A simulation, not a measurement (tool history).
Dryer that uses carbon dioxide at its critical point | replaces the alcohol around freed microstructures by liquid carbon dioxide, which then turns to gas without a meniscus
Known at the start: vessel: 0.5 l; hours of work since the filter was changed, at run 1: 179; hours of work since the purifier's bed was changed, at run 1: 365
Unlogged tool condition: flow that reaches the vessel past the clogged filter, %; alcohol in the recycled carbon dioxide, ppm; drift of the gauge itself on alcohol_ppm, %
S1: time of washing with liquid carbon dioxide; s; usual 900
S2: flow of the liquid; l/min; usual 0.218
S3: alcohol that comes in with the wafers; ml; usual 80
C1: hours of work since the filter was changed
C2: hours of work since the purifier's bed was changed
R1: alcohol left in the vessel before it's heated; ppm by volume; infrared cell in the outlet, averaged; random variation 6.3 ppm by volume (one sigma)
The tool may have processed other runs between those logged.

run    hour    S1     S2  S3   C1   C2    R1
  1     0.0   900  0.218  80  179  365   453
  2    29.6   900  0.218  80  199  385   459
  3    92.2   900  0.218  80  243  428   500
      103.7  -- inlet filter changed
  4   142.3   900  0.218  70   27  462   322
  5   202.0   900  0.218  70   68  504   367
  6   237.1   900  0.218  70   92  528   382
  7   292.9   900  0.369  80  131  566   128
  8   357.8   900  0.369  80  176  611   133
  9   393.0   900  0.369  80  200  636   147
 10   437.5   900  0.369  80  231  666   153
      444.3  -- purifier's bed changed
      468.0  -- inlet filter changed
 11   480.3   900  0.369  80    9   24     7
 12   541.4   600  0.218  80   51   66  2361
 13   605.0   900  0.218  80   95  110   333
 14   642.8   900  0.340  80  121  136    39
 15   669.7   900  0.340  80  139  155    51
 16   730.8   900  0.218  82  182  197   418
 17   773.2   900  0.218  82  211  227   443
 18   805.4   900  0.218  82  233  249   465
      830.1  -- inlet filter changed
 19   849.9   900  0.218  82   14  279   316
 20   908.0   900  0.218  82   54  319   358
 21   945.2   780  0.218  82   80  345   747
 22   998.3   780  0.218  82  116  382   816
 23  1053.4   780  0.218  82  154  420   901
 24  1114.7   960  0.218  91  197  462   370
 25  1163.0   960  0.218  91  230  495   408
     1189.8  -- inlet filter changed
 26  1201.4   780  0.218  27    8  521   317
 27  1261.0   780  0.218  27   49  562   347
 28  1308.2   780  0.218  27   82  595   352
 29  1347.8   600  0.217  80  109  622  2762
 30  1396.0  1080  0.217  45  143  656   197

What if the next run were any one of these 5? Each begins from the tool's condition after run 30:
     1418.6  -- purifier's bed changed
  A  1460.0   900  0.324  78  185  29   ?
     1418.6  -- purifier's bed changed
  B  1460.0  1140  0.218  80  185  29   ?
     1418.6  -- purifier's bed changed
  C  1460.0   900  0.218  60  185  29   ?
     1418.6  -- purifier's bed changed
  D  1460.0   780  0.217  45  185  29   ?
     1418.6  -- purifier's bed changed
  E  1460.0  1080  0.358  45  185  29   ?

run   R1
  A   27
  B   76
  C  281
  D  480
  E   18
With no hidden state in the tool, these same runs would have given:
run   R1
  A   14
  B   39
  C  183
  D  335
  E   12
